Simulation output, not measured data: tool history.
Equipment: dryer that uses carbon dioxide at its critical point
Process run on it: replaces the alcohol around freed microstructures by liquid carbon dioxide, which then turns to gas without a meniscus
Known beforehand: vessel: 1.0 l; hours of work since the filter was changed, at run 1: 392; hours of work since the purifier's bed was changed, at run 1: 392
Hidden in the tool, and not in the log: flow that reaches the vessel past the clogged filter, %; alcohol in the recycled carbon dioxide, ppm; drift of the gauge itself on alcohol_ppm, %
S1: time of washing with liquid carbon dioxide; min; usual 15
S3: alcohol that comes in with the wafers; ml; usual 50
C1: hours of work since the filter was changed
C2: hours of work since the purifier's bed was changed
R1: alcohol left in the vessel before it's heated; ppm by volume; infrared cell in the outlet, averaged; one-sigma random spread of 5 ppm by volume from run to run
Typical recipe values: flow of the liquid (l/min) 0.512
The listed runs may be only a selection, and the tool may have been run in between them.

run 1 hour=0 | S1=15 flow_of_the_liquid_(l/min)=0.512 S3=50 | C1=392 C2=392 | R1=152
run 2 hour=63.6 | S1=15 flow_of_the_liquid_(l/min)=0.512 S3=50 | C1=435 C2=435 | R1=169
run 3 hour=104.1 | S1=15 flow_of_the_liquid_(l/min)=0.512 S3=64 | C1=462 C2=462 | R1=204
run 4 hour=143.2 | S1=15 flow_of_the_liquid_(l/min)=0.512 S3=64 | C1=489 C2=489 | R1=221
-- hour=163.4 inlet filter changed
run 5 hour=187.2 | S1=15 flow_of_the_liquid_(l/min)=0.512 S3=64 | C1=16 C2=518 | R1=129
run 6 hour=237.6 | S1=15 flow_of_the_liquid_(l/min)=0.512 S3=64 | C1=50 C2=552 | R1=148
run 7 hour=273.9 | S1=15 flow_of_the_liquid_(l/min)=0.512 S3=64 | C1=75 C2=576 | R1=138
run 8 hour=333.2 | S1=15 flow_of_the_liquid_(l/min)=0.512 S3=50 | C1=115 C2=616 | R1=150
run 9 hour=390.1 | S1=15 flow_of_the_liquid_(l/min)=0.61 S3=50 | C1=153 C2=655 | R1=122
run 10 hour=446.4 | S1=15 flow_of_the_liquid_(l/min)=0.61 S3=50 | C1=191 C2=693 | R1=112
run 11 hour=474.6 | S1=15 flow_of_the_liquid_(l/min)=0.61 S3=50 | C1=210 C2=712 | R1=128
run 12 hour=528.6 | S1=15 flow_of_the_liquid_(l/min)=0.709 S3=50 | C1=247 C2=748 | R1=109
-- hour=573.2 purifier's bed changed
run 13 hour=584.7 | S1=15 flow_of_the_liquid_(l/min)=0.709 S3=50 | C1=283 C2=8 | R1=5
run 14 hour=640.8 | S1=15 flow_of_the_liquid_(l/min)=0.77 S3=50 | C1=320 C2=46 | R1=5
run 15 hour=670.7 | S1=15 flow_of_the_liquid_(l/min)=0.77 S3=50 | C1=341 C2=66 | R1=9
run 16 hour=707.6 | S1=15 flow_of_the_liquid_(l/min)=0.732 S3=50 | C1=366 C2=91 | R1=30
run 17 hour=737.7 | S1=15 flow_of_the_liquid_(l/min)=0.732 S3=50 | C1=386 C2=111 | R1=29
run 18 hour=774 | S1=15 flow_of_the_liquid_(l/min)=0.512 S3=50 | C1=410 C2=136 | R1=121
run 19 hour=829.7 | S1=15 flow_of_the_liquid_(l/min)=0.512 S3=50 | C1=448 C2=173 | R1=142
run 20 hour=889.6 | S1=15 flow_of_the_liquid_(l/min)=0.512 S3=50 | C1=489 C2=214 | R1=153
-- hour=911.4 inlet filter changed
run 21 hour=940.7 | S1=15 flow_of_the_liquid_(l/min)=0.512 S3=50 | C1=20 C2=248 | R1=79
run 22 hour=974.3 | S1=15 flow_of_the_liquid_(l/min)=0.512 S3=50 | C1=42 C2=270 | R1=92
run 23 hour=1009.2 | S1=15 flow_of_the_liquid_(l/min)=0.512 S3=50 | C1=66 C2=294 | R1=79
run 24 hour=1045.4 | S1=15 flow_of_the_liquid_(l/min)=0.512 S3=50 | C1=90 C2=318 | R1=94
run 25 hour=1089.2 | S1=15 flow_of_the_liquid_(l/min)=0.374 S3=23 | C1=120 C2=348 | R1=199
run 26 hour=1141.2 | S1=10 flow_of_the_liquid_(l/min)=0.332 S3=23 | C1=155 C2=383 | R1=1306
run 27 hour=1181.7 | S1=14 flow_of_the_liquid_(l/min)=0.332 S3=54 | C1=183 C2=410 | R1=996
run 28 hour=1225.3 | S1=14 flow_of_the_liquid_(l/min)=0.332 S3=54 | C1=212 C2=440 | R1=1070
run 29 hour=1272.8 | S1=15 flow_of_the_liquid_(l/min)=0.527 S3=74 | C1=244 C2=472 | R1=160
run 30 hour=1327.2 | S1=19 flow_of_the_liquid_(l/min)=0.504 S3=50 | C1=281 C2=509 | R1=85
run 31 hour=1391.8 | S1=19 flow_of_the_liquid_(l/min)=0.504 S3=50 | C1=324 C2=552 | R1=96
run 32 hour=1430.1 | S1=23 flow_of_the_liquid_(l/min)=0.424 S3=77 | C1=350 C2=578 | R1=100
run 33 hour=1475.4 | S1=23 flow_of_the_liquid_(l/min)=0.424 S3=77 | C1=381 C2=609 | R1=114
run 34 hour=1537.9 | S1=9 flow_of_the_liquid_(l/min)=0.553 S3=89 | C1=423 C2=651 | R1=1765
run 35 hour=1565.3 | S1=9 flow_of_the_liquid_(l/min)=0.553 S3=89 | C1=442 C2=669 | R1=1886
run 36 hour=1630 | S1=23 flow_of_the_liquid_(l/min)=0.553 S3=89 | C1=485 C2=713 | R1=105
-- hour=1656.6 inlet filter changed
run 37 hour=1680.3 | S1=18 flow_of_the_liquid_(l/min)=0.512 S3=21 | C1=16 C2=746 | R1=96
-- hour=1728.7 purifier's bed changed
run 38 hour=1728.7 | S1=22 flow_of_the_liquid_(l/min)=0.512 S3=50 | C1=47 C2=0 | R1=5
run 39 hour=1763.8 | S1=22 flow_of_the_liquid_(l/min)=0.512 S3=50 | C1=70 C2=24 | R1=16
run 40 hour=1804.9 | S1=22 flow_of_the_liquid_(l/min)=0.512 S3=50 | C1=98 C2=51 | R1=7
run 41 hour=1841.9 | S1=15 flow_of_the_liquid_(l/min)=0.654 S3=101 | C1=123 C2=76 | R1=36
run 42 hour=1878.2 | S1=16 flow_of_the_liquid_(l/min)=0.598 S3=51 | C1=148 C2=101 | R1=29
run 43 hour=1916.4 | S1=13 flow_of_the_liquid_(l/min)=0.597 S3=75 | C1=173 C2=127 | R1=106
run 44 hour=1978.7 | S1=13 flow_of_the_liquid_(l/min)=0.597 S3=75 | C1=216 C2=169 | R1=118
run 45 hour=2022.3 | S1=22 flow_of_the_liquid_(l/min)=0.508 S3=28 | C1=245 C2=198 | R1=41
run 46 hour=2090.6 | S1=17 flow_of_the_liquid_(l/min)=0.421 S3=22 | C1=291 C2=244 | R1=93
run 47 hour=2128.9 | S1=14 flow_of_the_liquid_(l/min)=0.512 S3=61 | C1=317 C2=270 | R1=183

4 ways to go on from here, each from the tool as it stands after run 47. What would each give?
run A hour=2190.6 | S1=12 flow_of_the_liquid_(l/min)=0.512 S3=50 | C1=359 C2=312 | R1=?
run B hour=2190.6 | S1=16 flow_of_the_liquid_(l/min)=0.435 S3=50 | C1=359 C2=312 | R1=?
run C hour=2190.6 | S1=14 flow_of_the_liquid_(l/min)=0.352 S3=61 | C1=359 C2=312 | R1=?
run D hour=2190.6 | S1=19 flow_of_the_liquid_(l/min)=0.362 S3=24 | C1=359 C2=312 | R1=?

run=A R1=358
run=B R1=201
run=C R1=1156
run=D R1=138
What these runs would have given with no unlogged condition in the tool:
run=A R1=163
run=B R1=76
run=C R1=657
run=D R1=54
